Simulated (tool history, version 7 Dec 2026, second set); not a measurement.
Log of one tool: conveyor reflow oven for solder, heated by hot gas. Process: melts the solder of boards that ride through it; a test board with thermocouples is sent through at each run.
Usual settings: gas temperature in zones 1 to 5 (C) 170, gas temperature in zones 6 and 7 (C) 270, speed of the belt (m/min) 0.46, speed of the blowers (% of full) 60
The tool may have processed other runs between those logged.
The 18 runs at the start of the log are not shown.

run,day,gas temperature in zones 1 to 5 (C),gas temperature in zones 6 and 7 (C),speed of the belt (m/min),speed of the blowers (% of full),highest temperature of the board (C),time above the solder's melting point (s)
19,11.067,158,271,0.46,82,252.7,63.7
20,11.558,158,283,0.46,82,263.5,70.9
21,12.308,183,283,0.46,82,267.6,83.1
22,12.8,183,283,0.46,82,268.1,82.9
23,13.538,178,270,0.527,60,246.8,54.1
24,13.996,159,270,0.437,62,249.9,63.2
25,14.471,157,276,0.431,69,257,70.7
26,15.229,157,276,0.431,69,256.6,70.8
# day 15.658: flux residue cleaned out of gas plates and filters
27,16.029,166,276,0.431,84,261.8,78.2
28,16.767,166,276,0.431,84,262.3,79.3
29,17.404,170,259,0.479,50,237.2,46.9
30,18.083,170,259,0.479,50,238.1,46.5
31,18.462,178,268,0.465,58,250.4,66.6

Here are 4 independent what-if runs from the current tool condition. What would each one return?
A,18.871,178,263,0.465,58,?,?
B,18.871,178,268,0.465,84,?,?
C,18.871,178,268,0.376,79,?,?
D,18.871,170,263,0.46,83,?,?

run,highest temperature of the board (C),time above the solder's melting point (s)
A,246.3,62.6
B,253.9,71.5
C,258.9,94
D,248.9,64.8
Take away the tool's hidden state, keep each run's random variation, and the runs would have read:
run,highest temperature of the board (C),time above the solder's melting point (s)
A,247.2,63.4
B,254.8,72.1
C,259.8,94.5
D,249.8,65.5

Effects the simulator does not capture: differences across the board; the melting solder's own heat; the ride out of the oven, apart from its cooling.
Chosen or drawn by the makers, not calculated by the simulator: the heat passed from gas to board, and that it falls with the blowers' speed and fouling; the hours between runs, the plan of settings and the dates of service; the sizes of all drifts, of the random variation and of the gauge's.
